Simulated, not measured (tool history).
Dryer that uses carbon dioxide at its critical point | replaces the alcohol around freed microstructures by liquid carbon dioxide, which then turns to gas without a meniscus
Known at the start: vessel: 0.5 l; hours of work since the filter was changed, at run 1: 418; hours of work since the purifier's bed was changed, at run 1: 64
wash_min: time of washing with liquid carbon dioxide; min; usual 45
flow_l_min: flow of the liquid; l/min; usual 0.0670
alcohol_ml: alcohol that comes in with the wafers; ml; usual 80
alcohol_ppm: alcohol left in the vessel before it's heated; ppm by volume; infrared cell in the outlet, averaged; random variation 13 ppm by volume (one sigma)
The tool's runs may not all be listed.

| run | hour | wash_min | flow_l_min | alcohol_ml | hours of work since the filter was changed | hours of work since the purifier's bed was changed | alcohol_ppm |
|---|---|---|---|---|---|---|---|
| 1 | 0.0 | 45 | 0.0670 | 80 | 418 | 64 | 1369 |
| 2 | 27.2 | 45 | 0.0670 | 81 | 429 | 76 | 1392 |
| 3 | 48.5 | 45 | 0.0670 | 80 | 438 | 85 | 1403 |
| 4 | 72.9 | 45 | 0.0670 | 97 | 449 | 95 | 1665 |
| 5 | 87.8 | 45 | 0.0670 | 97 | 455 | 102 | 1720 |
| 6 | 116.3 | 45 | 0.0670 | 80 | 468 | 114 | 1436 |
| 7 | 136.7 | 45 | 0.0670 | 80 | 476 | 123 | 1441 |
| 8 | 155.3 | 45 | 0.0670 | 59 | 484 | 131 | 1098 |
| 9 | 179.0 | 45 | 0.0670 | 58 | 495 | 141 | 1082 |
| 10 | 209.4 | 45 | 0.0670 | 58 | 508 | 154 | 1074 |
| 11 | 235.2 | 45 | 0.0670 | 58 | 519 | 165 | 1108 |
| 12 | 251.5 | 45 | 0.0446 | 70 | 526 | 172 | 5869 |
| 13 | 273.2 | 45 | 0.0446 | 70 | 535 | 181 | 5932 |
| 14 | 296.8 | 45 | 0.0446 | 70 | 545 | 192 | 6069 |
| 15 | 326.0 | 45 | 0.0446 | 70 | 558 | 204 | 6081 |
|  | 337.7 | inlet filter changed |
| 16 | 349.9 | 57 | 0.0936 | 29 | 5 | 214 | 58 |
| 17 | 372.3 | 57 | 0.0936 | 29 | 15 | 224 | 65 |
| 18 | 388.1 | 57 | 0.0402 | 29 | 22 | 230 | 1008 |
| 19 | 407.6 | 31 | 0.0483 | 42 | 30 | 239 | 5966 |
| 20 | 427.8 | 31 | 0.0483 | 42 | 39 | 247 | 5908 |
| 21 | 440.3 | 40 | 0.0670 | 95 | 44 | 253 | 1857 |

Forecast each of these 5 alternatives for the next run:
| A | 453.1 | 50 | 0.0525 | 83 | 50 | 258 | ? |
| B | 453.1 | 45 | 0.0848 | 31 | 50 | 258 | ? |
| C | 453.1 | 46 | 0.0670 | 95 | 50 | 258 | ? |
| D | 453.1 | 40 | 0.0586 | 70 | 50 | 258 | ? |
| E | 453.1 | 28 | 0.1113 | 108 | 50 | 258 | ? |

| run | alcohol_ppm |
|---|---|
| A | 1679 |
| B | 150 |
| C | 971 |
| D | 2366 |
| E | 1100 |
Without the tool's hidden state the same runs would have given:
| run | alcohol_ppm |
|---|---|
| A | 1523 |
| B | 85 |
| C | 848 |
| D | 2184 |
| E | 971 |
